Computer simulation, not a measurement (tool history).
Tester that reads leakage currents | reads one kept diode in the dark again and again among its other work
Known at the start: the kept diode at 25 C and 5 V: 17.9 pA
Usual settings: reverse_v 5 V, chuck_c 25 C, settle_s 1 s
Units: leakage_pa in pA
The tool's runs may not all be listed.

run	hour	reverse_v	chuck_c	settle_s	leakage_pa
1	0	5	25	1	26.25
2	254.3	8.72	25	1	38.55
3	442	8.72	25	1	40.17
4	672.8	8.72	25	1	42.07
5	830.4	1.32	25	1	14.33
6	965.5	1.32	25	1	14.45
7	1119.5	5	25	1	32.03
8	1288.9	5	25	1	32.42
9	1404.7	5	25	1	33.32
# hour 1618.7: chuck's temperature calibrated
10	1646.9	5	25	1	32.73
11	1836.3	5	25	1.68	33
12	1984.9	5	25	1.68	33.66
13	2224.3	5	25	1.68	35.05
# hour 2419.8: tester calibrated
# hour 2434.2: probe card cleaned and baked
14	2473.8	5	25	1.68	19.61
15	2630.6	17.21	25	1	39.97
16	2855.5	17.21	25	1.34	41.93
17	2986.6	2.35	25	1	15.74
18	3111	2.35	25	1	16.03
19	3321.8	2.35	25	3.72	15.85
20	3509.8	5	25	1	25.32
21	3717.6	5	25	1.25	25.79
22	3976.9	5	25	1.25	27.18
23	4083	1.44	25	1	14.31
24	4235.2	2.73	50	2.15	111.39
25	4386.1	7.24	41	1.21	94.61
26	4567.8	5	25	3.98	28.91
27	4722.8	4.89	24	1	29.19
28	4894.4	9.71	23	2.05	43.77
# hour 5022.2: chuck's temperature calibrated
29	5036.6	9.71	23	2.05	44.1
30	5196.1	6.82	25	1	40.03
31	5345	5	25	0.32	37.63
32	5543.7	5	22	1.9	28.97
33	5717.6	5	59	1	268.24
# hour 5934.9: probe card cleaned and baked
34	5934.9	5	29	1.39	27.92
35	6047.7	14.42	29	0.55	52.33
36	6169.3	14.42	29	0.55	53.92
37	6307	5	39	1.1	62.82
38	6429.6	8.59	26	1	32.79
39	6541.3	8.59	26	1	33.69
40	6715.1	1.65	25	2.88	13.76

Measured less the same run without the tool's hidden state. The same run-to-run variation is in both; the gauge's scatter may not be:
The hidden state here: stray current of the dirty probe card, pA a volt; current scale over the true one, %; true chuck temperature over the reading, C; drift of the gauge itself on leakage_pa, %.
run	leakage_pa
1	+6.48
2	+12.81
3	+14.39
4	+16.25
5	+3.19
6	+3.39
7	+11.9
8	+12.58
9	+13.26
10	+12.9
11	+13.83
12	+14.58
13	+15.84
14	+0.47
15	+3.75
16	+7.33
17	+1.51
18	+1.81
19	+2.29
20	+5.37
21	+6.35
22	+7.65
23	+2.71
24	+9.68
25	+16.69
26	+10.5
27	+10.99
28	+22.31
29	+22.62
30	+17.11
31	+13.49
32	+14.13
33	+24.11
34	+1.34
35	+3.84
36	+5.37
37	+4.92
38	+5.26
39	+6.23
40	+1.98
